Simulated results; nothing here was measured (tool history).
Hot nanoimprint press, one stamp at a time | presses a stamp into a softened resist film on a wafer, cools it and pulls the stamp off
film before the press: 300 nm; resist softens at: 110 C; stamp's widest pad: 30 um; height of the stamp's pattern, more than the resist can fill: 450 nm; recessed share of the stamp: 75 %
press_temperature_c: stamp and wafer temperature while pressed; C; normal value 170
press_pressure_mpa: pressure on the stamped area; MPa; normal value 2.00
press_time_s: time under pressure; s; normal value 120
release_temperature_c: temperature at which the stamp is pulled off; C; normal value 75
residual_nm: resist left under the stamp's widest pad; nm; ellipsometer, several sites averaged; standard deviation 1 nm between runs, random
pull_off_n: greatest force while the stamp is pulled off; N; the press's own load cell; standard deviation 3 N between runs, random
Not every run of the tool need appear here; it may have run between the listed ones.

run,hour,press_temperature_c,press_pressure_mpa,press_time_s,release_temperature_c,residual_nm,pull_off_n
1,0.0,170,2.00,120,75,155.4,172
2,10.8,170,2.00,120,75,144.9,171
3,18.7,170,2.00,230,75,111.1,167
4,29.6,170,1.36,120,75,167.4,172
5,37.7,170,2.33,120,75,138.4,169
6,52.7,170,2.33,132,75,132.1,172
7,62.5,159,1.51,65,82,267.6,149
8,76.3,159,1.51,156,61,229.3,248
9,83.2,159,1.51,156,61,232.7,255
10,93.0,170,2.00,182,61,124.5,266
11,108.9,170,2.00,162,70,129.2,217

The log once held 1 entry between its listed runs, left out of this copy. Where does each go, and what is different about the tool's unlogged condition between the listed run before it and the listed run after it?
Between runs 1 and 2: plate thermocouple calibrated (hour 4.0)
  true temperature over the reading, C: -1.29 -> -0.04; pressure that arrives at the usual setting, %: 99.37 -> 99.35; grip of the stamp's worn release coat, % over a new coat's: 15.1 -> 16.5
  what was measured, less what the result would be without the hidden state, residual_nm: +9.5 -> +0.7 nm; pull_off_n: +27 -> +24 N
